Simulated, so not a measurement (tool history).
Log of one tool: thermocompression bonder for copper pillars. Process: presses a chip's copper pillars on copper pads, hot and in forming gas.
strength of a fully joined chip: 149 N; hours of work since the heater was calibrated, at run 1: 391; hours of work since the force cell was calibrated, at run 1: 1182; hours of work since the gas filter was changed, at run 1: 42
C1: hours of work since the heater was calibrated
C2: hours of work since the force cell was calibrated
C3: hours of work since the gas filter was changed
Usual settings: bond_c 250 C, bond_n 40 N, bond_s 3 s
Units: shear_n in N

Run 1, hour 0: usual settings; C1 391; C2 1182; C3 42. Result: shear_n 108.8 N.
Run 2, hour 44.9: usual settings; C1 415; C2 1206; C3 65. Result: shear_n 109.9 N.
Run 3, hour 92.3: usual settings but bond_c 236 C; C1 440; C2 1231; C3 90. Result: shear_n 93 N.
Run 4, hour 145.5: usual settings; C1 468; C2 1259; C3 118. Result: shear_n 108.1 N.
Run 5, hour 221.9: usual settings but bond_s 2 s; C1 508; C2 1299; C3 158. Result: shear_n 96.3 N.
Run 6, hour 294.9: usual settings but bond_s 2 s; C1 546; C2 1337; C3 196. Result: shear_n 95.9 N.
Run 7, hour 351.5: usual settings but bond_s 2 s; C1 576; C2 1367; C3 226. Result: shear_n 96.3 N.
At hour 356.5: forming gas filter changed.
Run 8, hour 412.1: usual settings but bond_s 2 s; C1 607; C2 1398; C3 29. Result: shear_n 100.2 N.
Run 9, hour 457.4: usual settings but bond_s 2 s; C1 631; C2 1422; C3 53. Result: shear_n 99.6 N.
Run 10, hour 515.6: usual settings; C1 661; C2 1452; C3 83. Result: shear_n 111.3 N.
Run 11, hour 548.1: usual settings; C1 678; C2 1469; C3 100. Result: shear_n 109.8 N.
Run 12, hour 600.3: usual settings; C1 706; C2 1497; C3 128. Result: shear_n 108.3 N.
Run 13, hour 650.4: usual settings; C1 732; C2 1523; C3 154. Result: shear_n 108.2 N.
Run 14, hour 693: usual settings; C1 754; C2 1545; C3 176. Result: shear_n 108.4 N.
Run 15, hour 742.4: usual settings; C1 780; C2 1571; C3 202. Result: shear_n 107.6 N.
At hour 792.2: forming gas filter changed.
Run 16, hour 813.3: usual settings; C1 817; C2 1608; C3 11. Result: shear_n 113.1 N.
Run 17, hour 844.9: usual settings but bond_n 36 N; C1 834; C2 1625; C3 28. Result: shear_n 109.3 N.
Run 18, hour 890: usual settings but bond_n 36 N, bond_s 7 s; C1 857; C2 1648; C3 51. Result: shear_n 127.8 N.
Run 19, hour 947: usual settings but bond_n 52 N; C1 887; C2 1678; C3 81. Result: shear_n 119.4 N.
At hour 953.5: heater calibrated with a thermocouple chip.
Run 20, hour 1022.5: usual settings but bond_n 52 N; C1 36; C2 1717; C3 120. Result: shear_n 119.1 N.
Run 21, hour 1075.4: usual settings but bond_n 43 N, bond_s 4 s; C1 64; C2 1744; C3 147. Result: shear_n 119.2 N.
Run 22, hour 1151.7: usual settings but bond_c 223 C, bond_n 31 N, bond_s 4 s; C1 104; C2 1784; C3 187. Result: shear_n 81.5 N.
Run 23, hour 1187.2: usual settings but bond_c 223 C, bond_n 31 N, bond_s 4 s; C1 123; C2 1803; C3 206. Result: shear_n 81 N.
At hour 1230.8: forming gas filter changed.
Run 24, hour 1259: usual settings but bond_c 223 C, bond_n 31 N, bond_s 4 s; C1 160; C2 1840; C3 15. Result: shear_n 84.7 N.
Run 25, hour 1306.6: usual settings but bond_c 242 C, bond_n 24 N, bond_s 5 s; C1 185; C2 1865; C3 40. Result: shear_n 104.6 N.
At hour 1360.9: heater calibrated with a thermocouple chip, once more.
Run 26, hour 1383.3: usual settings but bond_c 262 C, bond_n 55 N; C1 12; C2 1905; C3 79. Result: shear_n 123.1 N.
Run 27, hour 1438.1: usual settings but bond_n 42 N, bond_s 6 s; C1 40; C2 1933; C3 108. Result: shear_n 121 N.
At hour 1503.8: force cell calibrated.
Run 28, hour 1511.1: usual settings but bond_c 272 C, bond_n 43 N, bond_s 4 s; C1 78; C2 4; C3 145. Result: shear_n 130.7 N.
Run 29, hour 1586.3: usual settings but bond_c 241 C; C1 117; C2 43; C3 184. Result: shear_n 92.3 N.
Run 30, hour 1627.2: usual settings but bond_c 241 C; C1 139; C2 65; C3 206. Result: shear_n 93 N.
At hour 1670.4: forming gas filter changed.
Run 31, hour 1691.5: usual settings but bond_c 229 C, bond_n 50 N; C1 172; C2 98; C3 11. Result: shear_n 90.3 N.
Run 32, hour 1729.2: usual settings but bond_c 265 C, bond_n 39 N; C1 192; C2 118; C3 31. Result: shear_n 120.1 N.
Run 33, hour 1781.7: usual settings but bond_c 267 C, bond_n 39 N, bond_s 2 s; C1 220; C2 145; C3 58. Result: shear_n 112.6 N.
Run 34, hour 1847.8: usual settings but bond_n 35 N, bond_s 7 s; C1 254; C2 180; C3 93. Result: shear_n 122.1 N.
Run 35, hour 1883.5: usual settings but bond_c 261 C, bond_n 59 N; C1 273; C2 199; C3 112. Result: shear_n 125.3 N.
Run 36, hour 1929.3: usual settings but bond_c 261 C, bond_n 59 N; C1 297; C2 223; C3 136. Result: shear_n 125 N.
Run 37, hour 1983.9: usual settings but bond_c 261 C, bond_n 41 N, bond_s 2 s; C1 326; C2 251; C3 164. Result: shear_n 106.7 N.
Run 38, hour 2019.9: usual settings but bond_c 249 C, bond_s 8 s; C1 344; C2 270; C3 183. Result: shear_n 124.4 N.

Some steps in shear_n between neighbouring runs. How much of each would the tool show without its hidden state too (settings, what came in, random variation), and how much is left for the hidden state, with any gauge scatter that isn't in both results?
The hidden state here: true temperature of the bond over the reading, C; force that reaches the chip, % of what is set; oxide that the forming gas leaves, % of the face; drift of the gauge itself on shear_n, %.
Run 7 -> 8: forming gas filter changed. shear_n +3.9 N: hidden state +4.8, all else -0.9.
Run 15 -> 16: forming gas filter changed. shear_n +5.5 N: hidden state +5.1, all else +0.4.
Run 21 -> 22: bond_c 250 -> 223, bond_n 43 -> 31. shear_n -37.7 N: hidden state +3.1, all else -40.8.
Run 25 -> 26: bond_c 242 -> 262, bond_n 24 -> 55, bond_s 5 -> 3, heater calibrated with a thermocouple chip, once more. shear_n +18.5 N: hidden state -12.6, all else +31.1.
Run 28 -> 29: bond_c 272 -> 241, bond_n 43 -> 40, bond_s 4 -> 3. shear_n -38.4 N: hidden state +1.3, all else -39.7.
Run 31 -> 32: bond_c 229 -> 265, bond_n 50 -> 39. shear_n +29.8 N: hidden state -0.9, all else +30.7.
